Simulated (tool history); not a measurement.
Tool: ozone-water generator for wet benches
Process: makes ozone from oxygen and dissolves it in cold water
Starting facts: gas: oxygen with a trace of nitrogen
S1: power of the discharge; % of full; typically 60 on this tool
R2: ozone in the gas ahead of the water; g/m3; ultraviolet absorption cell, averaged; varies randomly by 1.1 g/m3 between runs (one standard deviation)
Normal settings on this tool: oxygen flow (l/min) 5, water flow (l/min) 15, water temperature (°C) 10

Run 1, hour 0: usual settings. Result: dissolved ozone (ppm) 21.5, R2 189.7 g/m3.
Run 2, hour 94.5: usual settings. Result: dissolved ozone (ppm) 21.4, R2 191.8 g/m3.
Run 3, hour 171.6: usual settings. Result: dissolved ozone (ppm) 21.4, R2 191.1 g/m3.
Run 4, hour 248.6: usual settings. Result: dissolved ozone (ppm) 21.1, R2 191.2 g/m3.
Run 5, hour 332.9: usual settings. Result: dissolved ozone (ppm) 21.5, R2 188.8 g/m3.
Run 6, hour 428.8: usual settings but water temperature (°C) 6. Result: dissolved ozone (ppm) 22.6, R2 188.5 g/m3.
Run 7, hour 486.6: usual settings but S1 59 % of full, oxygen flow (l/min) 5.82, water flow (l/min) 13, water temperature (°C) 12. Result: dissolved ozone (ppm) 23.9, R2 178.5 g/m3.
Run 8, hour 546.6: usual settings but oxygen flow (l/min) 6.45, water temperature (°C) 17. Result: dissolved ozone (ppm) 20.1, R2 173.8 g/m3.
Run 9, hour 602.7: usual settings but oxygen flow (l/min) 6.45, water temperature (°C) 17. Result: dissolved ozone (ppm) 19.5, R2 173.7 g/m3.
Run 10, hour 666.3: usual settings but oxygen flow (l/min) 6.45, water temperature (°C) 17. Result: dissolved ozone (ppm) 19.5, R2 171.2 g/m3.

Removed from this log: 2 entries logged between the listed runs. Between which two listed runs does each belong, and how does the tool's hidden state at the listed run before it compare with that at the listed run after it?
Between runs 5 and 6: water thermometer calibrated (hour 341.7)
  yield of the discharge, % of new electrodes': 96.5 -> 96.3; contactor's efficiency, % of a clean one's: 90.4 -> 90.2; true water temperature over the reading, C: 0.39 -> 0.44
  measured less the result without the state, dissolved ozone (ppm): -2.2 -> -2.3; R2: -6 -> -6.4 g/m3
Between runs 7 and 8: water thermometer calibrated, once more (hour 537.7)
  yield of the discharge, % of new electrodes': 96.2 -> 96.1; contactor's efficiency, % of a clean one's: 90.1 -> 90; true water temperature over the reading, C: 0.45 -> 0.02
  measured less the result without the state, dissolved ozone (ppm): -2.5 -> -2; R2: -6.1 -> -6.2 g/m3
